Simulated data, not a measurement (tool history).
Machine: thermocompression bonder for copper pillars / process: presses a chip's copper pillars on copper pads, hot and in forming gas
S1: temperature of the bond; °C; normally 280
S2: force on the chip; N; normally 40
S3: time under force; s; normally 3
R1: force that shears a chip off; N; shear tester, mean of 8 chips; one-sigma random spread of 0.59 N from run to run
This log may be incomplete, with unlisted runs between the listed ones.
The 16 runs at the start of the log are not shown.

run   hour   S1  S2  S3    R1
 17  124.5  261  40   3  49.7
 18  128.8  280  40   7  72.7
 19    134  280  40   7  72.8
 20  141.5  280  29   3    53
 21  146.8  261  50   3  53.6
 22  151.5  255  50   7  63.3
 23  155.5  255  50   7    64
 24  161.7  255  50   7  63.4
 25  166.2  281  34   7  69.8
 26  174.4  300  60   3  76.3
 27  180.8  268  50   2  52.2
 28  187.1  268  50   8  72.9
 29  195.2  300  25   8  73.8
 30  202.9  300  25   8  72.8
 31  209.9  280  42   4  64.9
 32  218.9  309  40   3  71.9
 33  223.8  309  40   3  72.8
 34  228.8  309  36   3  70.3
 35  234.3  289  26   3    55
 36  243.7  260  46   2  44.7
 37  251.7  264  58   2  51.1
 38    258  264  50   4  58.7
 39    267  280  52   3  63.3
 40  272.6  280  52   3  63.6

Here are 4 independent what-if runs from the current tool condition. What would each one return?
  A  281.5  295  44   3   ?
  B  281.5  307  30   2   ?
  C  281.5  280  52   2   ?
  D  281.5  260  25   3   ?

run    R1
  A  68.9
  B  60.1
  C  57.7
  D  38.2
What these runs would have given with no unlogged condition in the tool:
run    R1
  A  70.8
  B  61.6
  C  58.7
  D  38.2

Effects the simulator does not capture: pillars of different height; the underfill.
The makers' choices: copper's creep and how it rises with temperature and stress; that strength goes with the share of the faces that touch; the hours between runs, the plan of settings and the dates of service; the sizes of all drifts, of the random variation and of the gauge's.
